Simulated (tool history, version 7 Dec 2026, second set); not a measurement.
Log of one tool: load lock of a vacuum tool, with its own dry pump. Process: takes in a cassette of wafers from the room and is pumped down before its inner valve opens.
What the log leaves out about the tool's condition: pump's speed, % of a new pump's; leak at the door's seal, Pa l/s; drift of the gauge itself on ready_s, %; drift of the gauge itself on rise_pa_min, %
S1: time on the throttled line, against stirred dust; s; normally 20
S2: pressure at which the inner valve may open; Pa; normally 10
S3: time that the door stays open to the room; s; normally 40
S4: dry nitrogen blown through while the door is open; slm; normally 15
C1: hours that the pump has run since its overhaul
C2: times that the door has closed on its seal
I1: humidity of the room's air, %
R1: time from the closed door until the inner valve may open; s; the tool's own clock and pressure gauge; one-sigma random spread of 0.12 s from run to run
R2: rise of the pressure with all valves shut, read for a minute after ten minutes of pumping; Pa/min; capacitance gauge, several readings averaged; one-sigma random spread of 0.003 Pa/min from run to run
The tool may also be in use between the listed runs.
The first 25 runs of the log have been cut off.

run 26 hour=7096.5 | S1=13 S2=10 S3=40 S4=26 | C1=19453 C2=20348 | I1=45.2 | R1=22.9 R2=0.122
run 27 hour=7418.8 | S1=26 S2=10 S3=40 S4=36 | C1=19775 C2=21621 | I1=45.5 | R1=34.1 R2=0.125
run 28 hour=7805.4 | S1=12 S2=16 S3=40 S4=15 | C1=20161 C2=23149 | I1=47.4 | R1=21.4 R2=0.154
run 29 hour=8004.8 | S1=20 S2=12 S3=134 S4=15 | C1=20361 C2=23937 | I1=45.7 | R1=28.7 R2=0.195
run 30 hour=8228.3 | S1=27 S2=16 S3=51 S4=22 | C1=20584 C2=24820 | I1=46.4 | R1=34.4 R2=0.16
run 31 hour=8450.3 | S1=27 S2=16 S3=51 S4=22 | C1=20806 C2=25697 | I1=44.1 | R1=34.3 R2=0.159
run 32 hour=8762.4 | S1=27 S2=20 S3=26 S4=9 | C1=21118 C2=26930 | I1=44.4 | R1=34.1 R2=0.176
run 33 hour=8996.9 | S1=10 S2=8 S3=143 S4=42 | C1=21353 C2=27857 | I1=44.6 | R1=20.8 R2=0.193
run 34 hour=9265.9 | S1=17 S2=10 S3=170 S4=12 | C1=21622 C2=28919 | I1=42.6 | R1=26.3 R2=0.249
run 35 hour=9563.3 | S1=17 S2=13 S3=170 S4=12 | C1=21919 C2=30095 | I1=45.9 | R1=26.2 R2=0.256
run 36 hour=9927.7 | S1=17 S2=13 S3=170 S4=12 | C1=22284 C2=31534 | I1=46.6 | R1=26.3 R2=0.277
run 37 hour=10243.2 | S1=20 S2=10 S3=207 S4=15 | C1=22599 C2=32781 | I1=46.4 | R1=29.1 R2=0.29

Branching from run 37: 3 alternative next runs. What would each branch give?
run A hour=10605.3 | S1=15 S2=9 S3=207 S4=24 | C1=22961 C2=34212 | I1=42.1 | R1=? R2=?
run B hour=10605.3 | S1=11 S2=10 S3=40 S4=15 | C1=22961 C2=34212 | I1=46.9 | R1=? R2=?
run C hour=10605.3 | S1=27 S2=9 S3=40 S4=5 | C1=22961 C2=34212 | I1=46.3 | R1=? R2=?

run=A R1=25.3 R2=0.273
run=B R1=21.6 R2=0.24
run=C R1=35.2 R2=0.255
The same runs, with their run-to-run variation unchanged, on a tool lacking any hidden condition would have given:
run=A R1=23.8 R2=0.078
run=B R1=20 R2=0.04
run=C R1=34 R2=0.057

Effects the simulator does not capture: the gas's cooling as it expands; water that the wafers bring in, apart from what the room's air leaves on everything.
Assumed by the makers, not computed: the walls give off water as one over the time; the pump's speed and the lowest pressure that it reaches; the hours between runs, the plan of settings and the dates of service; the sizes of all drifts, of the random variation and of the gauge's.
